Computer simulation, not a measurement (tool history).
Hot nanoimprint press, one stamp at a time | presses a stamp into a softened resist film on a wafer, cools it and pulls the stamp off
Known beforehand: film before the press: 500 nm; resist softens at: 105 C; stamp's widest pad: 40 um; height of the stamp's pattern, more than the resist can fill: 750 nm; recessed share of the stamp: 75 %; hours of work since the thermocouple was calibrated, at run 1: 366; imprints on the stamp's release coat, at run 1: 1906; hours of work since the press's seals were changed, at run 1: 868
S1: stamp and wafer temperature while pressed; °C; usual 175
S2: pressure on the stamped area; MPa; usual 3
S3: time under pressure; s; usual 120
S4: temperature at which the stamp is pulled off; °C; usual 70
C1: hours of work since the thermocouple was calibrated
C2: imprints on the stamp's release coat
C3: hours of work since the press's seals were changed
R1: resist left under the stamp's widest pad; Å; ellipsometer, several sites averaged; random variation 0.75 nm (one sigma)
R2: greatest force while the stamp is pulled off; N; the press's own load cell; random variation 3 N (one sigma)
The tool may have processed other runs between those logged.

run 1 hour=0 | S1=175 S2=3 S3=120 S4=70 | C1=366 C2=1906 C3=868 | R1=2238 R2=140
run 2 hour=60.6 | S1=175 S2=3 S3=107 S4=70 | C1=411 C2=2140 C3=913 | R1=2321 R2=147
-- hour=101.4 stamp cleaned and given a new release coat
run 3 hour=113.3 | S1=180 S2=3 S3=120 S4=70 | C1=446 C2=47 C3=948 | R1=1936 R2=137
run 4 hour=157.2 | S1=180 S2=3 S3=120 S4=70 | C1=479 C2=216 C3=980 | R1=1923 R2=135
run 5 hour=188.6 | S1=175 S2=3 S3=120 S4=70 | C1=502 C2=338 C3=1003 | R1=2223 R2=141
-- hour=238.7 plate thermocouple calibrated
run 6 hour=260.9 | S1=167 S2=3 S3=120 S4=70 | C1=17 C2=606 C3=1055 | R1=2851 R2=141
run 7 hour=313.3 | S1=175 S2=1.99 S3=120 S4=70 | C1=55 C2=808 C3=1094 | R1=2789 R2=138
-- hour=358.3 press's hydraulic seals changed and the load cell set to zero
run 8 hour=365.6 | S1=175 S2=1.99 S3=120 S4=70 | C1=88 C2=980 C3=5 | R1=2780 R2=139
run 9 hour=422.4 | S1=175 S2=1.99 S3=120 S4=70 | C1=131 C2=1200 C3=48 | R1=2780 R2=143
run 10 hour=458 | S1=175 S2=1.99 S3=120 S4=70 | C1=157 C2=1337 C3=74 | R1=2779 R2=142
run 11 hour=530.9 | S1=175 S2=3 S3=120 S4=70 | C1=211 C2=1619 C3=128 | R1=2257 R2=137
run 12 hour=579.5 | S1=175 S2=3 S3=120 S4=70 | C1=247 C2=1807 C3=164 | R1=2244 R2=141
run 13 hour=639.5 | S1=175 S2=3 S3=120 S4=70 | C1=292 C2=2039 C3=209 | R1=2255 R2=142
run 14 hour=690.8 | S1=175 S2=3 S3=120 S4=70 | C1=330 C2=2237 C3=247 | R1=2255 R2=144
-- hour=708.5 stamp cleaned and given a new release coat
run 15 hour=765.1 | S1=175 S2=3 S3=120 S4=70 | C1=381 C2=218 C3=298 | R1=2262 R2=137
run 16 hour=817.7 | S1=167 S2=4.55 S3=121 S4=70 | C1=420 C2=422 C3=337 | R1=2292 R2=139
run 17 hour=852 | S1=167 S2=4.55 S3=121 S4=70 | C1=445 C2=554 C3=362 | R1=2282 R2=137
run 18 hour=920.2 | S1=167 S2=4.55 S3=121 S4=70 | C1=496 C2=818 C3=413 | R1=2292 R2=138
-- hour=981.4 plate thermocouple calibrated
run 19 hour=981.5 | S1=167 S2=4.55 S3=121 S4=70 | C1=0 C2=1044 C3=456 | R1=2294 R2=143
run 20 hour=1019.2 | S1=175 S2=3 S3=120 S4=76 | C1=28 C2=1189 C3=484 | R1=2265 R2=129
run 21 hour=1091.5 | S1=175 S2=3 S3=120 S4=76 | C1=82 C2=1469 C3=538 | R1=2274 R2=129

What will run 22 give?
run 22 hour=1164.1 | S1=175 S2=3 S3=120 S4=76 | C1=136 C2=1750 C3=592 | R1=? R2=?

{"run 22": {"R1": 2263, "R2": 132}}
Without the tool's hidden state the same run would have given R1 2223 Å, R2 130 N.
